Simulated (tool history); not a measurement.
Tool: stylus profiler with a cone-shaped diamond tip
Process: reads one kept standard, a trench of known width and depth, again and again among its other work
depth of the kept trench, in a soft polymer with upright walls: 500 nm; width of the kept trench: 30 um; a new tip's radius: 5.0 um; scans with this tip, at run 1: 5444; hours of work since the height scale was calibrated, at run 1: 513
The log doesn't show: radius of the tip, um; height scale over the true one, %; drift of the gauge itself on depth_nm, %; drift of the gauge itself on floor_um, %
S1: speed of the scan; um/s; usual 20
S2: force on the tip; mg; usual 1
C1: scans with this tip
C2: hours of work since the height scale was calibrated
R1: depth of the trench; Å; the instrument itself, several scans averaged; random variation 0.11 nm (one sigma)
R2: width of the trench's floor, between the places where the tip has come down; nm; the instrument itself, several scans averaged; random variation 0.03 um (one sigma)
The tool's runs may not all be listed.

{"run": 1, "day": 0.0, "S1": 20, "S2": 1, "C1": 5444, "C2": 513, "R1": 5011.6, "R2": 24880}
{"run": 2, "day": 1.492, "S1": 20, "S2": 0.43, "C1": 5668, "C2": 534, "R1": 5002.9, "R2": 24810}
{"run": 3, "day": 3.042, "S1": 20, "S2": 1, "C1": 5902, "C2": 556, "R1": 5009.3, "R2": 24830}
{"run": 4, "day": 4.283, "S1": 20, "S2": 1, "C1": 6088, "C2": 574, "R1": 5010.6, "R2": 24850}
{"run": 5, "day": 5.825, "S1": 20, "S2": 1, "C1": 6319, "C2": 595, "R1": 5008, "R2": 24780}
{"run": 6, "day": 7.446, "S1": 20, "S2": 1, "C1": 6563, "C2": 618, "R1": 5008.2, "R2": 24710}
{"run": 7, "day": 8.9, "S1": 20, "S2": 1, "C1": 6781, "C2": 639, "R1": 5006.8, "R2": 24720}
{"run": 8, "day": 10.55, "S1": 9, "S2": 1, "C1": 7029, "C2": 662, "R1": 5008.9, "R2": 24760}
{"run": 9, "day": 12.317, "S1": 8, "S2": 1, "C1": 7294, "C2": 687, "R1": 5008, "R2": 24750}
{"run": 10, "day": 13.183, "S1": 8, "S2": 1, "C1": 7425, "C2": 700, "R1": 5006.5, "R2": 24690}
{"run": 11, "day": 15.054, "S1": 15, "S2": 1, "C1": 7706, "C2": 726, "R1": 5006.5, "R2": 24630}
{"run": 12, "day": 16.25, "S1": 20, "S2": 1, "C1": 7886, "C2": 743, "R1": 5004.5, "R2": 24570}
{"run": 13, "day": 17.85, "S1": 20, "S2": 1, "C1": 8125, "C2": 766, "R1": 5006, "R2": 24620}
{"run": 14, "day": 19.646, "S1": 20, "S2": 1, "C1": 8395, "C2": 791, "R1": 5004.4, "R2": 24550}
{"run": 15, "day": 21.483, "S1": 61, "S2": 1, "C1": 8671, "C2": 817, "R1": 5007, "R2": 24250}
{"run": 16, "day": 23.275, "S1": 9, "S2": 1, "C1": 8940, "C2": 842, "R1": 5004.6, "R2": 24520}
{"run": 17, "day": 24.679, "S1": 20, "S2": 1, "C1": 9151, "C2": 862, "R1": 5002.5, "R2": 24430}
{"run": 18, "day": 26.542, "S1": 20, "S2": 2.87, "C1": 9431, "C2": 889, "R1": 5021.5, "R2": 24520}
{"run": 19, "day": 28.388, "S1": 20, "S2": 2.87, "C1": 9708, "C2": 915, "R1": 5021.5, "R2": 24370}
{"run": 20, "day": 29.533, "S1": 20, "S2": 2.87, "C1": 9881, "C2": 931, "R1": 5019.4, "R2": 24370}
{"run": 21, "day": 31.267, "S1": 20, "S2": 2.02, "C1": 10141, "C2": 955, "R1": 5012.3, "R2": 24340}
{"run": 22, "day": 32.638, "S1": 20, "S2": 2.02, "C1": 10347, "C2": 975, "R1": 5012.4, "R2": 24270}
{"run": 23, "day": 34.188, "S1": 20, "S2": 2.02, "C1": 10579, "C2": 997, "R1": 5011.2, "R2": 24290}

Forecast run 24:
{"run": 24, "day": 35.829, "S1": 20, "S2": 1, "C1": 10826, "C2": 1020, "R1": "?", "R2": "?"}

Run 24 gave R1 5001.5 Å, R2 24290 nm.
Without the tool's hidden state the same run would have given R1 5018.3 Å, R2 25590 nm.
